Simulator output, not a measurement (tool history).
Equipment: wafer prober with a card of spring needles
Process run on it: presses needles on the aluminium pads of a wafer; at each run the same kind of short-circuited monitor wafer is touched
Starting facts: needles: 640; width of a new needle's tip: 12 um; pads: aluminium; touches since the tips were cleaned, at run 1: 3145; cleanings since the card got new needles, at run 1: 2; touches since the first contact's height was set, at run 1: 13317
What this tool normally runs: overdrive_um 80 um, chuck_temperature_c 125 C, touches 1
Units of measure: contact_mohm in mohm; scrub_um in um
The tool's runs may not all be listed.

run,hour,overdrive_um,chuck_temperature_c,touches,touches since the tips were cleaned,cleanings since the card got new needles,touches since the first contact's height was set,contact_mohm,scrub_um
1,0.0,80,125,1,3145,2,13317,259,13.57
# hour 7.3: tips cleaned on abrasive film
2,8.5,90,125,1,253,3,15004,273,15.21
3,13.1,90,125,1,1164,3,15915,269,15.24
4,17.6,80,125,1,2057,3,16808,270,13.54
5,23.3,80,125,1,3204,3,17955,270,13.54
# hour 30.8: tips cleaned on abrasive film
6,33.9,80,125,1,622,4,20067,246,13.51
7,44.2,89,125,1,2669,4,22114,256,15.01
8,50.8,89,125,1,3992,4,23437,261,15.05
# hour 53.6: tips cleaned on abrasive film
9,59.0,63,125,2,1083,5,25070,244,10.56
# hour 66.1: tips cleaned on abrasive film, once more
10,66.8,80,39,1,150,6,26607,222,13.45
11,77.3,82,125,3,2242,6,28699,243,13.79
12,83.9,82,42,1,3570,6,30027,239,13.78
# hour 89.1: tips cleaned on abrasive film
13,92.9,71,42,1,759,7,31807,230,11.97
14,102.0,78,47,3,2584,7,33632,226,13.13
15,110.8,80,91,2,4337,7,35385,243,13.46

Run by run, hidden condition taken away, random variation retained:
The tool's hidden condition here consists of: debris on the tips, nm; way that the needles fall short of the set height, um; tips' diameter, um; drift of the gauge itself on contact_mohm, %; drift of the gauge itself on scrub_um, %.
run,contact_mohm,scrub_um
1,238,13.59
2,238,15.26
3,237,15.29
4,239,13.58
5,240,13.59
6,238,13.56
7,238,15.07
8,239,15.11
9,237,10.64
10,220,13.55
11,237,13.89
12,219,13.89
13,220,12.09
14,220,13.25
15,230,13.58

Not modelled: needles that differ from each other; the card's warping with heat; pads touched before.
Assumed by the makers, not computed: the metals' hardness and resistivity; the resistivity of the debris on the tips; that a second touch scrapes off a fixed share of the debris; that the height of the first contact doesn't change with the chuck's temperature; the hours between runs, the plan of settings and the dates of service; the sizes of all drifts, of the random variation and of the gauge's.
